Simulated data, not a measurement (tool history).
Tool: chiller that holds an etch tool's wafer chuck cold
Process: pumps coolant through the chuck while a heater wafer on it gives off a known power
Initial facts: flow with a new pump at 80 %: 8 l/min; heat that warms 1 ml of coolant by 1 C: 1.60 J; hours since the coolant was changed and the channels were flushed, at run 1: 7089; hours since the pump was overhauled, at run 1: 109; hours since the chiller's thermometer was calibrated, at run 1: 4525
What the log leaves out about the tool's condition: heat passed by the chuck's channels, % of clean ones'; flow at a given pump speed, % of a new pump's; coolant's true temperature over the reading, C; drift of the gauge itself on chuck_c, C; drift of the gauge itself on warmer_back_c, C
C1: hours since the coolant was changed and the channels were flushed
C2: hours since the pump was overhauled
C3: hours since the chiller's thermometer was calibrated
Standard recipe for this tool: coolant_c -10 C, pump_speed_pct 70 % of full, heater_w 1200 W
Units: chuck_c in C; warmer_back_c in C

run 1 day=0 | coolant_c=-10 pump_speed_pct=70 heater_w=1200 | C1=7089 C2=109 C3=4525 | chuck_c=1.1 warmer_back_c=6.57
run 2 day=1.429 | coolant_c=-10 pump_speed_pct=70 heater_w=1200 | C1=7123 C2=143 C3=4559 | chuck_c=1.2 warmer_back_c=6.56
run 3 day=2.879 | coolant_c=-10 pump_speed_pct=70 heater_w=1200 | C1=7158 C2=178 C3=4594 | chuck_c=1.2 warmer_back_c=6.5
-- day=3.246 coolant changed, channels flushed
run 4 day=4.033 | coolant_c=-10 pump_speed_pct=70 heater_w=1200 | C1=19 C2=200 C3=4616 | chuck_c=1 warmer_back_c=6.51
run 5 day=5.204 | coolant_c=-10 pump_speed_pct=70 heater_w=1200 | C1=47 C2=228 C3=4644 | chuck_c=1 warmer_back_c=6.59
run 6 day=5.862 | coolant_c=-10 pump_speed_pct=70 heater_w=1200 | C1=63 C2=244 C3=4659 | chuck_c=1.1 warmer_back_c=6.51
run 7 day=6.671 | coolant_c=-10 pump_speed_pct=70 heater_w=1200 | C1=82 C2=263 C3=4679 | chuck_c=1.4 warmer_back_c=6.54
run 8 day=7.488 | coolant_c=-10 pump_speed_pct=70 heater_w=1200 | C1=102 C2=283 C3=4698 | chuck_c=1.2 warmer_back_c=6.52
run 9 day=8.417 | coolant_c=-10 pump_speed_pct=70 heater_w=1200 | C1=124 C2=305 C3=4721 | chuck_c=1.2 warmer_back_c=6.63
run 10 day=9.683 | coolant_c=-17 pump_speed_pct=70 heater_w=1200 | C1=154 C2=335 C3=4751 | chuck_c=-5.9 warmer_back_c=6.64
run 11 day=10.975 | coolant_c=-10 pump_speed_pct=70 heater_w=1200 | C1=186 C2=366 C3=4782 | chuck_c=1.3 warmer_back_c=6.67
run 12 day=11.783 | coolant_c=-10 pump_speed_pct=66 heater_w=1200 | C1=205 C2=386 C3=4802 | chuck_c=1.8 warmer_back_c=7.11
run 13 day=12.567 | coolant_c=-10 pump_speed_pct=66 heater_w=1200 | C1=224 C2=405 C3=4820 | chuck_c=1.7 warmer_back_c=7.05
run 14 day=13.521 | coolant_c=-10 pump_speed_pct=66 heater_w=1200 | C1=247 C2=427 C3=4843 | chuck_c=1.5 warmer_back_c=7.07
-- day=14.233 chiller's thermometer calibrated
run 15 day=14.275 | coolant_c=-10 pump_speed_pct=66 heater_w=1200 | C1=264 C2=445 C3=1 | chuck_c=1.8 warmer_back_c=7.08
run 16 day=15.429 | coolant_c=-10 pump_speed_pct=70 heater_w=1200 | C1=291 C2=472 C3=29 | chuck_c=1.2 warmer_back_c=6.73
run 17 day=16.438 | coolant_c=-13 pump_speed_pct=80 heater_w=1383 | C1=316 C2=496 C3=53 | chuck_c=-1.5 warmer_back_c=6.55
run 18 day=17.592 | coolant_c=-10 pump_speed_pct=93 heater_w=651 | C1=343 C2=524 C3=81 | chuck_c=-5.1 warmer_back_c=2.74
run 19 day=18.962 | coolant_c=-10 pump_speed_pct=93 heater_w=651 | C1=376 C2=557 C3=113 | chuck_c=-5.2 warmer_back_c=2.74
run 20 day=20.425 | coolant_c=-13 pump_speed_pct=70 heater_w=1200 | C1=411 C2=592 C3=149 | chuck_c=-1.7 warmer_back_c=6.69
run 21 day=21.071 | coolant_c=-1 pump_speed_pct=70 heater_w=1200 | C1=427 C2=608 C3=164 | chuck_c=10.4 warmer_back_c=6.7
run 22 day=22.012 | coolant_c=-1 pump_speed_pct=70 heater_w=1200 | C1=449 C2=630 C3=187 | chuck_c=10.2 warmer_back_c=6.74
run 23 day=22.625 | coolant_c=-16 pump_speed_pct=85 heater_w=1200 | C1=464 C2=645 C3=201 | chuck_c=-6.5 warmer_back_c=5.48
run 24 day=23.867 | coolant_c=-18 pump_speed_pct=85 heater_w=886 | C1=494 C2=675 C3=231 | chuck_c=-11 warmer_back_c=4.06
run 25 day=24.908 | coolant_c=-10 pump_speed_pct=92 heater_w=1200 | C1=519 C2=700 C3=256 | chuck_c=-0.9 warmer_back_c=5.06
run 26 day=26.033 | coolant_c=-17 pump_speed_pct=96 heater_w=1091 | C1=546 C2=727 C3=283 | chuck_c=-9.2 warmer_back_c=4.45
run 27 day=26.858 | coolant_c=-1 pump_speed_pct=70 heater_w=1200 | C1=566 C2=747 C3=303 | chuck_c=10.1 warmer_back_c=6.82
run 28 day=27.838 | coolant_c=-10 pump_speed_pct=68 heater_w=1105 | C1=589 C2=770 C3=326 | chuck_c=0.5 warmer_back_c=6.46
run 29 day=29.017 | coolant_c=-10 pump_speed_pct=65 heater_w=1200 | C1=617 C2=798 C3=355 | chuck_c=1.9 warmer_back_c=7.36
run 30 day=29.867 | coolant_c=-1 pump_speed_pct=70 heater_w=1200 | C1=638 C2=819 C3=375 | chuck_c=10.1 warmer_back_c=6.82
-- day=30.688 gauge calibrated
run 31 day=31.25 | coolant_c=-18 pump_speed_pct=70 heater_w=1200 | C1=671 C2=852 C3=408 | chuck_c=-6.8 warmer_back_c=6.51
run 32 day=32.15 | coolant_c=-3 pump_speed_pct=74 heater_w=1200 | C1=693 C2=874 C3=430 | chuck_c=7.9 warmer_back_c=6.15

Below are 4 alternative next runs, each starting from the tool's condition after run 32. Predict each:
run A day=33.375 | coolant_c=-12 pump_speed_pct=78 heater_w=1259 | C1=722 C2=903 C3=459 | chuck_c=? warmer_back_c=?
run B day=33.375 | coolant_c=-17 pump_speed_pct=62 heater_w=803 | C1=722 C2=903 C3=459 | chuck_c=? warmer_back_c=?
run C day=33.375 | coolant_c=-1 pump_speed_pct=97 heater_w=1200 | C1=722 C2=903 C3=459 | chuck_c=? warmer_back_c=?
run D day=33.375 | coolant_c=-2 pump_speed_pct=70 heater_w=1200 | C1=722 C2=903 C3=459 | chuck_c=? warmer_back_c=?

run=A chuck_c=-1.2 warmer_back_c=6.12
run=B chuck_c=-8.8 warmer_back_c=5.09
run=C chuck_c=7.7 warmer_back_c=4.58
run=D chuck_c=9.3 warmer_back_c=6.54
Without the tool's unlogged condition, the same runs would have read:
run=A chuck_c=-1.2 warmer_back_c=6.09
run=B chuck_c=-8.8 warmer_back_c=5.06
run=C chuck_c=7.7 warmer_back_c=4.56
run=D chuck_c=9.3 warmer_back_c=6.51

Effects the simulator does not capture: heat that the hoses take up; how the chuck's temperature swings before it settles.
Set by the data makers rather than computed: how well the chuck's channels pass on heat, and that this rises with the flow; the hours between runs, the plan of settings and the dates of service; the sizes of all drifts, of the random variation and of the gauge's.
